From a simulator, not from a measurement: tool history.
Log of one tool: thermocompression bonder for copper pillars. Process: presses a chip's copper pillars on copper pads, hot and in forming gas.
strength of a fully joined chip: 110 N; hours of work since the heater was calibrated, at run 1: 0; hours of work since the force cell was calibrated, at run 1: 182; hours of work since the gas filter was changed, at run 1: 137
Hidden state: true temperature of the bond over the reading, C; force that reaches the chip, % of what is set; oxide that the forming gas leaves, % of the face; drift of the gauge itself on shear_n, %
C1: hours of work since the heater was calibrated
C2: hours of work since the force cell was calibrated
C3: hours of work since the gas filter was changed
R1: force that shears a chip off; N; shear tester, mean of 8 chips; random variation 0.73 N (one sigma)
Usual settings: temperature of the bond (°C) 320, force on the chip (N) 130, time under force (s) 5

run 1 hour=0.0 | temperature_of_the_bond_(°C)=320 force_on_the_chip_(N)=130 time_under_force_(s)=5 | C1=0 C2=182 C3=137 | R1=47.9
run 2 hour=5.3 | temperature_of_the_bond_(°C)=320 force_on_the_chip_(N)=130 time_under_force_(s)=5 | C1=4 C2=186 C3=141 | R1=49.2
-- hour=10.3 forming gas filter changed
run 3 hour=10.8 | temperature_of_the_bond_(°C)=320 force_on_the_chip_(N)=130 time_under_force_(s)=5 | C1=8 C2=189 C3=0 | R1=52.9
run 4 hour=17.2 | temperature_of_the_bond_(°C)=320 force_on_the_chip_(N)=130 time_under_force_(s)=5 | C1=12 C2=194 C3=5 | R1=54.1
run 5 hour=23.3 | temperature_of_the_bond_(°C)=320 force_on_the_chip_(N)=130 time_under_force_(s)=5 | C1=17 C2=199 C3=10 | R1=53.7
run 6 hour=27.3 | temperature_of_the_bond_(°C)=320 force_on_the_chip_(N)=130 time_under_force_(s)=5 | C1=20 C2=202 C3=13 | R1=51.3
run 7 hour=31.5 | temperature_of_the_bond_(°C)=320 force_on_the_chip_(N)=130 time_under_force_(s)=5 | C1=23 C2=205 C3=16 | R1=51.1

The next listed run, before its measurement:
run 8 hour=38.6 | temperature_of_the_bond_(°C)=337 force_on_the_chip_(N)=130 time_under_force_(s)=5 | C1=28 C2=210 C3=21 | R1=?

Run 8 gave R1 62.9 N.
Without the tool's hidden state the same run would have given R1 64.3 N.

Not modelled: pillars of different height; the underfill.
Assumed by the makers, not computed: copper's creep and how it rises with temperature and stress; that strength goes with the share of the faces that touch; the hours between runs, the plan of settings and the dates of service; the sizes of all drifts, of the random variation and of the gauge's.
